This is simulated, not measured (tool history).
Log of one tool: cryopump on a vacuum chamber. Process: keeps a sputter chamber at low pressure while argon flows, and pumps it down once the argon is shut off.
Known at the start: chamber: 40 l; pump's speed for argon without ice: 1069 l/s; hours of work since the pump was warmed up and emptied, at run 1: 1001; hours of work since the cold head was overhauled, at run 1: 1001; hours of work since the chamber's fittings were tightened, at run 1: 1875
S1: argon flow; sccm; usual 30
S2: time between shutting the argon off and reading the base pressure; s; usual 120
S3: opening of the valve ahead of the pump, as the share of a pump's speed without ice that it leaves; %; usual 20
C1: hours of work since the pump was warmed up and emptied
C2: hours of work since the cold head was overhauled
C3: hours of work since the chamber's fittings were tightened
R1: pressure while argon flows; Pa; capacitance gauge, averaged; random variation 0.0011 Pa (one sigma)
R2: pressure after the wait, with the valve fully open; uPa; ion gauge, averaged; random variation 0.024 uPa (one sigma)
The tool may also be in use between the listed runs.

run,hour,S1,S2,S3,C1,C2,C3,R1,R2
1,0,30,120,20,1001,1001,1875,0.2479,3.12
# hour 8: pump warmed up, emptied and cooled again
2,32.8,30,120,20,22,1025,1900,0.2387,2.77
3,80.5,30,120,20,64,1068,1942,0.2386,2.87
4,102.6,30,120,20,84,1088,1962,0.2419,2.86
5,140.7,30,120,20,118,1121,1996,0.2383,2.97
6,184.5,25,120,20,157,1160,2035,0.1972,3.12
7,226.3,30,120,20,194,1198,2072,0.2401,2.96
8,270.8,30,120,20,234,1237,2112,0.2391,3.04
9,299.6,30,120,20,259,1263,2137,0.2403,3.21
10,321.7,30,120,21,279,1283,2157,0.2296,3.09
11,356.4,30,120,21,310,1313,2188,0.2296,3.19
12,389.5,30,39,20,340,1343,2217,0.2413,4.44
13,414.5,30,120,25,362,1365,2240,0.1939,3.22
14,449.4,30,31,25,393,1396,2271,0.1945,5.17
# hour 481.9: leaking fittings of the chamber tightened, without venting
15,500.6,30,120,20,437,1440,17,0.2406,0.94
16,538.2,24,120,20,470,1473,50,0.1928,0.94
17,560.2,24,120,20,490,1493,70,0.1935,1.05
18,593.9,23,120,20,520,1523,100,0.1851,1.04
19,617.1,23,120,20,540,1544,120,0.1859,1.1
20,667.6,23,120,20,585,1589,165,0.186,1.16
21,706,44,28,42,619,1623,200,0.173,3.14
22,752,27,25,20,660,1664,240,0.2176,3.46
23,790.2,46,46,28,694,1698,274,0.2694,2.14
24,833,38,130,37,732,1736,313,0.1718,1.27
25,883.4,38,130,37,777,1781,357,0.1706,1.3
26,906.8,13,114,31,798,1802,378,0.0691,1.45
27,934.1,13,114,31,822,1826,402,0.0702,1.43
28,968.1,34,120,20,853,1856,433,0.2784,1.48
29,1009.8,20,105,18,890,1893,470,0.1817,1.65
30,1061.6,49,120,20,936,1939,516,0.3999,1.55
31,1113.1,30,218,20,982,1985,562,0.2456,1.36
# hour 1144.8: pump warmed up, emptied and cooled again
32,1151.2,30,120,52,6,2015,591,0.0937,1.53
33,1176.3,30,181,31,28,2037,614,0.1555,1.36
34,1222.7,42,23,37,69,2078,655,0.1831,4.24
35,1256.2,12,21,58,99,2108,685,0.0341,4.41

Forecast each of these 3 alternatives for the next run:
A,1296.7,30,120,46,135,2144,721,?,?
B,1296.7,56,120,21,135,2144,721,?,?
C,1296.7,31,34,58,135,2144,721,?,?

run,R1,R2
A,0.1067,1.67
B,0.4307,1.71
C,0.0875,3.24
Without the tool's hidden state the same runs would have given:
run,R1,R2
A,0.1038,0.86
B,0.4252,0.88
C,0.0845,2.41

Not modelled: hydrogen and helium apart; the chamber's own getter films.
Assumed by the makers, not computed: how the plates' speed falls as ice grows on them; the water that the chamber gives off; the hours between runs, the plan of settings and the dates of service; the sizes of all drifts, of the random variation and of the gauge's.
